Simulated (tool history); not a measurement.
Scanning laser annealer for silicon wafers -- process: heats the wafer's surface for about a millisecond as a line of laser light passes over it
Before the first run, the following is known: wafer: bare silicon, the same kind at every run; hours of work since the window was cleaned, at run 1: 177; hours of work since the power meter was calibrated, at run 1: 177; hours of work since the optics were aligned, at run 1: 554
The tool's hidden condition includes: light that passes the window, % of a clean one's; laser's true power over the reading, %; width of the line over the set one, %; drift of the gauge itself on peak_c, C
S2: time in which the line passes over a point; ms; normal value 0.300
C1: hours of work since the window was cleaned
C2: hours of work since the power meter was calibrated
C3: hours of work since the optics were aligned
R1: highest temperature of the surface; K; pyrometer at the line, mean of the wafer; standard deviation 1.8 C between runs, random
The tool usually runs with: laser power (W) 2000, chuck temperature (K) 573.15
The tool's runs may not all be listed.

run 1 day=0.000 | laser_power_(W)=2000 S2=0.300 chuck_temperature_(K)=573.15 | C1=177 C2=177 C3=554 | R1=1297.15
run 2 day=1.650 | laser_power_(W)=2000 S2=0.300 chuck_temperature_(K)=573.15 | C1=201 C2=201 C3=578 | R1=1291.15
run 3 day=3.817 | laser_power_(W)=2000 S2=0.222 chuck_temperature_(K)=573.15 | C1=232 C2=232 C3=609 | R1=1169.15
run 4 day=5.517 | laser_power_(W)=2000 S2=0.222 chuck_temperature_(K)=573.15 | C1=257 C2=257 C3=633 | R1=1170.15
run 5 day=8.175 | laser_power_(W)=2000 S2=0.222 chuck_temperature_(K)=573.15 | C1=295 C2=295 C3=672 | R1=1167.15
run 6 day=10.308 | laser_power_(W)=2000 S2=0.222 chuck_temperature_(K)=573.15 | C1=326 C2=326 C3=702 | R1=1165.15
-- day=11.771 optics aligned, line set to its width
run 7 day=12.033 | laser_power_(W)=2000 S2=0.222 chuck_temperature_(K)=573.15 | C1=348 C2=348 C3=4 | R1=1169.15
-- day=13.229 window over the wafer cleaned
run 8 day=13.825 | laser_power_(W)=2000 S2=0.222 chuck_temperature_(K)=573.15 | C1=9 C2=372 C3=28 | R1=1196.15
run 9 day=15.471 | laser_power_(W)=2000 S2=0.222 chuck_temperature_(K)=573.15 | C1=32 C2=396 C3=52 | R1=1194.15
run 10 day=18.004 | laser_power_(W)=2000 S2=0.222 chuck_temperature_(K)=573.15 | C1=69 C2=432 C3=89 | R1=1189.15
run 11 day=20.317 | laser_power_(W)=2000 S2=0.222 chuck_temperature_(K)=573.15 | C1=102 C2=466 C3=122 | R1=1185.15
run 12 day=22.758 | laser_power_(W)=2000 S2=0.222 chuck_temperature_(K)=573.15 | C1=137 C2=501 C3=157 | R1=1186.15
run 13 day=24.458 | laser_power_(W)=2000 S2=0.254 chuck_temperature_(K)=573.15 | C1=162 C2=525 C3=182 | R1=1230.15
run 14 day=27.133 | laser_power_(W)=2000 S2=0.254 chuck_temperature_(K)=573.15 | C1=200 C2=564 C3=220 | R1=1225.15

Expected results for the next run?
run 15 day=29.908 | laser_power_(W)=2000 S2=0.254 chuck_temperature_(K)=573.15 | C1=240 C2=604 C3=260 | R1=?

{"run 15": {"R1": 1224.15}}
Had the tool carried no hidden state, the very same run would have given R1 1252.15 K.
